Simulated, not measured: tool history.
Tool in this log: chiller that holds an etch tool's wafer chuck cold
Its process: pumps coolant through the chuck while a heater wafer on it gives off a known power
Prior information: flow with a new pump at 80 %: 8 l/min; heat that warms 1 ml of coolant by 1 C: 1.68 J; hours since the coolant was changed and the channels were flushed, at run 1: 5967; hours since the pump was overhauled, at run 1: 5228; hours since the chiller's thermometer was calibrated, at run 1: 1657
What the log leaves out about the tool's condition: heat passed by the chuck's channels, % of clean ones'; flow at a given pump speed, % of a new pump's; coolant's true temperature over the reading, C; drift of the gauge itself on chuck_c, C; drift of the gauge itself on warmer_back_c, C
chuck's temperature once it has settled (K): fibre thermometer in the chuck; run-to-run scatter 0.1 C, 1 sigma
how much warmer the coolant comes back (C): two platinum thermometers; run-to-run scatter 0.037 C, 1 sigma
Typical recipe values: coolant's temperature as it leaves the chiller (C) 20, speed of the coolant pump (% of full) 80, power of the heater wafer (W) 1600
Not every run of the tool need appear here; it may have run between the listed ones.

run	hour	coolant's temperature as it leaves the chiller (C)	speed of the coolant pump (% of full)	power of the heater wafer (W)	hours since the coolant was changed and the channels were flushed	hours since the pump was overhauled	hours since the chiller's thermometer was calibrated	chuck's temperature once it has settled (K)	how much warmer the coolant comes back (C)
1	0	20	80	1600	5967	5228	1657	317.45	7.96
2	168	20	80	1600	6135	5396	1824	317.65	8
# hour 252.9: coolant changed, channels flushed
3	323.9	20	80	1173	71	5546	1974	309.15	5.86
4	413.6	20	80	1173	161	5635	2064	309.05	5.91
5	530.9	20	80	1173	278	5753	2181	309.25	5.91
6	670.9	20	80	1173	418	5893	2321	309.25	5.86
7	768	21	80	1173	515	5990	2419	310.35	5.92
8	868.4	20	80	969	615	6090	2519	306.45	4.85
9	952.7	20	80	969	700	6174	2603	306.65	4.89
10	1038.8	20	80	1600	786	6261	2689	315.35	8.1
11	1184	20	80	1600	931	6406	2835	315.35	8.1
12	1358.8	20	80	1600	1106	6581	3009	315.65	8.14
13	1540.4	20	80	1600	1287	6762	3191	315.85	8.27
14	1657.6	20	80	1600	1405	6879	3308	315.75	8.2
15	1794.5	20	66	1600	1542	7016	3445	319.15	10.18
# hour 1830.8: coolant pump overhauled
# hour 1831.8: chiller's thermometer calibrated
16	1951.9	20	80	1600	1693	120	120	316.05	8.43
17	2063.9	20	80	1600	1805	232	232	316.05	8.43
18	2221.4	13	63	1207	1962	390	390	306.65	8.35
19	2382.2	24	72	1207	2123	550	550	315.95	7.25
20	2530.4	24	72	1207	2271	699	699	316.15	7.29
21	2637.8	24	72	1207	2379	806	806	316.25	7.29
# hour 2716.5: coolant pump overhauled, once more
22	2724.7	24	69	1207	2461	8	888	314.85	6.33
23	2860.6	20	86	1061	2597	144	1024	306.75	4.33
24	2964.6	14	96	803	2701	248	1128	296.75	2.93
25	3104	11	71	1676	2840	388	1267	308.55	8.56
26	3261.4	11	81	971	2998	545	1425	297.15	4.24
27	3441.8	11	81	971	3178	725	1605	297.75	4.25
28	3580.9	14	80	1600	3317	864	1744	309.05	7.24
29	3693	16	65	1600	3429	976	1856	314.25	9.14
30	3836.4	20	61	1251	3572	1120	2000	313.95	7.7
31	3918.7	20	61	1251	3655	1202	2082	314.15	7.66
32	4016.7	20	65	1251	3753	1300	2180	313.25	7.15
33	4134.8	28	71	1221	3871	1418	2298	319.75	6.35

Below, some changes in chuck's temperature once it has settled (K) between adjacent runs. For each, the amount present without the hidden state too (settings, incoming material, random variation) and the amount remaining for the hidden state with gauge scatter not shared by both compared results:
Run 2 -> 3: power of the heater wafer (W) 1600 -> 1173, coolant changed, channels flushed. chuck's temperature once it has settled (K) -8.5: hidden state -3.4, all else -5.1.
Run 21 -> 22: speed of the coolant pump (% of full) 72 -> 69, coolant pump overhauled, once more. chuck's temperature once it has settled (K) -1.4: hidden state -2, all else +0.6.
Run 24 -> 25: coolant's temperature as it leaves the chiller (C) 14 -> 11, speed of the coolant pump (% of full) 96 -> 71, power of the heater wafer (W) 803 -> 1676. chuck's temperature once it has settled (K) +11.8: hidden state +1, all else +10.8.
Run 25 -> 26: speed of the coolant pump (% of full) 71 -> 81, power of the heater wafer (W) 1676 -> 971. chuck's temperature once it has settled (K) -11.4: hidden state -0.7, all else -10.7.
Run 27 -> 28: coolant's temperature as it leaves the chiller (C) 11 -> 14, speed of the coolant pump (% of full) 81 -> 80, power of the heater wafer (W) 971 -> 1600. chuck's temperature once it has settled (K) +11.3: hidden state +0.8, all else +10.5.
